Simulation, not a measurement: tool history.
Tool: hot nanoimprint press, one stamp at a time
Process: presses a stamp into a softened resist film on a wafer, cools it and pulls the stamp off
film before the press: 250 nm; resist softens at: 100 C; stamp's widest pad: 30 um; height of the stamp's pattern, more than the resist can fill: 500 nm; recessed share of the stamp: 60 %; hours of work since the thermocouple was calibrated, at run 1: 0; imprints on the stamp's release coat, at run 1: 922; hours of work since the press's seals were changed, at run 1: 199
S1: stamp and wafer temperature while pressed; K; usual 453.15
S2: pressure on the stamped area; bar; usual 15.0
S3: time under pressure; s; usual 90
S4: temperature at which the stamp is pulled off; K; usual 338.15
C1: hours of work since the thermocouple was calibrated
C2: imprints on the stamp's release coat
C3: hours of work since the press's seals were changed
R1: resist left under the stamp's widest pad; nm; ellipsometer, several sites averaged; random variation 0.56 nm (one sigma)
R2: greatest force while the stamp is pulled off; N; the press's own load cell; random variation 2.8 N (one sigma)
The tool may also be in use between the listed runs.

run	hour	S1	S2	S3	S4	C1	C2	C3	R1	R2
1	0.0	453.15	15.0	90	338.15	0	922	199	120.4	189
2	20.2	453.15	15.0	90	338.15	12	964	210	120.2	193
3	47.6	453.15	21.7	90	338.15	27	1023	226	103.6	189
4	63.6	453.15	21.7	90	338.15	37	1057	235	103.7	199
5	86.1	453.15	21.7	90	338.15	49	1104	248	104.0	191
6	115.6	453.15	15.0	90	338.15	66	1167	265	121.5	199
7	131.1	448.15	15.0	90	338.15	75	1200	274	138.2	196
# hour 166.6: stamp cleaned and given a new release coat
8	167.9	448.15	15.0	90	338.15	93	3	292	139.1	170
9	183.1	448.15	15.0	90	338.15	102	35	300	139.7	174
10	213.1	453.15	15.0	144	338.15	119	99	318	100.9	174
11	231.2	453.15	15.0	90	328.15	129	137	328	121.4	205
12	247.3	453.15	15.0	90	328.15	139	172	337	122.3	213
13	261.0	453.15	15.0	90	328.15	146	200	345	122.3	207
14	282.7	453.15	15.0	90	328.15	159	247	358	123.5	206
15	301.4	453.15	15.0	90	328.15	170	286	368	122.0	213
16	325.7	453.15	20.3	102	338.15	184	338	382	103.2	177
17	346.6	458.15	15.0	55	325.15	196	382	394	128.7	224
18	372.8	462.15	11.4	80	338.15	211	438	409	112.6	185
19	390.4	457.15	9.1	133	328.15	221	475	419	115.6	217
20	406.2	457.15	9.1	133	328.15	230	508	429	116.9	219
21	423.4	457.15	9.1	146	324.15	240	545	438	111.7	231

Forecast each of these 3 alternatives for the next run:
A	441.9	465.15	9.1	146	324.15	250	584	449	?	?
B	441.9	442.15	15.0	90	334.15	250	584	449	?	?
C	441.9	453.15	15.0	90	340.15	250	584	449	?	?

run	R1	R2
A	90.0	233
B	165.5	194
C	123.7	181
Without the tool's hidden state the same runs would have given:
run	R1	R2
A	87.3	213
B	160.8	178
C	119.7	165
